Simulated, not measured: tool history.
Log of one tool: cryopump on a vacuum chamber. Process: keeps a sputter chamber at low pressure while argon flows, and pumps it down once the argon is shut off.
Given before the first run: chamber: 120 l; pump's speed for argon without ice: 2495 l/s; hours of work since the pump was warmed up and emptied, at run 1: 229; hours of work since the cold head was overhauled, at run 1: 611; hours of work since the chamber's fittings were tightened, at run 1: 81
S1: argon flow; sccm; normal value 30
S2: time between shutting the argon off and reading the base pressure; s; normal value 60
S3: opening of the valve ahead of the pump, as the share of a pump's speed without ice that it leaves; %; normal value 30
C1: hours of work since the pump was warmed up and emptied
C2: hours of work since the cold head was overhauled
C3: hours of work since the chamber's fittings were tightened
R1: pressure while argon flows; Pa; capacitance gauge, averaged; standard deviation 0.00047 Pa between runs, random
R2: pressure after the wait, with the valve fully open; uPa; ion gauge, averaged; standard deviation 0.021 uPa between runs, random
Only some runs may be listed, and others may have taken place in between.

run	hour	S1	S2	S3	C1	C2	C3	R1	R2
1	0.0	30	60	30	229	611	81	0.0702	0.56
2	34.0	30	60	30	248	630	100	0.0702	0.51
3	51.7	30	60	30	258	640	110	0.0703	0.55
4	83.6	30	60	30	276	658	128	0.0713	0.53
5	109.5	30	60	30	290	672	142	0.0711	0.57
6	144.8	30	60	30	310	692	162	0.0712	0.56
7	174.3	30	293	30	326	708	178	0.0723	0.34

Expected results for the next run?
8	196.3	36	60	30	338	720	190	?	?

{"run 8": {"R1": 0.0859, "R2": 0.58}}
Were there no unlogged condition in the tool, this run, its random variation unchanged, would have produced R1 0.0815 Pa, R2 0.41 uPa.
